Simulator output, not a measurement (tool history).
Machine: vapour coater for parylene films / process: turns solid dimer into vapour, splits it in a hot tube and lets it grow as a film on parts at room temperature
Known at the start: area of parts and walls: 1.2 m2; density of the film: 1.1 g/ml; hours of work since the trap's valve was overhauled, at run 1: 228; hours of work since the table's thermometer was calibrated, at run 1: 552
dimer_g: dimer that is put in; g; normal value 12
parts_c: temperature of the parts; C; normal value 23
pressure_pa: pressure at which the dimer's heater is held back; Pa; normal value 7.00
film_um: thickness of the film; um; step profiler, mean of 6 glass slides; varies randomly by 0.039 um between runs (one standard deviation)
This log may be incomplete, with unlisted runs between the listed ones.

run	hour	dimer_g	parts_c	pressure_pa	hours of work since the trap's valve was overhauled	hours of work since the table's thermometer was calibrated	film_um
1	0.0	12	23	7.00	228	552	3.86
2	15.5	12	23	7.00	240	565	3.83
3	35.6	12	23	7.00	256	581	3.77
4	62.0	12	23	7.00	278	602	3.76
5	76.8	12	23	7.00	289	613	3.70
6	93.4	12	23	7.00	303	627	3.78
7	106.9	12	23	7.00	313	637	3.72
8	129.3	12	25	7.00	331	655	3.43
9	142.9	12	23	7.00	342	666	3.73
10	155.1	7	33	2.71	352	676	1.83
11	175.2	5	33	2.71	368	692	1.26
# hour 190.5: trap's valve overhauled
12	199.1	20	23	6.40	7	708	6.88
13	210.3	7	27	2.22	16	717	2.44
14	224.9	7	18	2.58	27	728	3.03
15	249.1	12	15	7.32	47	748	4.91
16	265.3	12	19	5.56	60	761	4.60
17	285.7	12	19	5.56	76	777	4.61
18	304.3	12	19	5.56	91	792	4.58

Consider 3 possible next runs. They are alternatives, not a sequence: every one starts from the tool as it was left by run 18. What does each give?
A	317.5	12	23	2.63	101	802	?
B	317.5	12	21	7.00	101	802	?
C	317.5	9	31	2.40	101	802	?

run	film_um
A	4.46
B	4.18
C	2.69
With the hidden condition removed and each run's random variation left untouched, the same runs would have given:
run	film_um
A	4.71
B	4.43
C	2.85

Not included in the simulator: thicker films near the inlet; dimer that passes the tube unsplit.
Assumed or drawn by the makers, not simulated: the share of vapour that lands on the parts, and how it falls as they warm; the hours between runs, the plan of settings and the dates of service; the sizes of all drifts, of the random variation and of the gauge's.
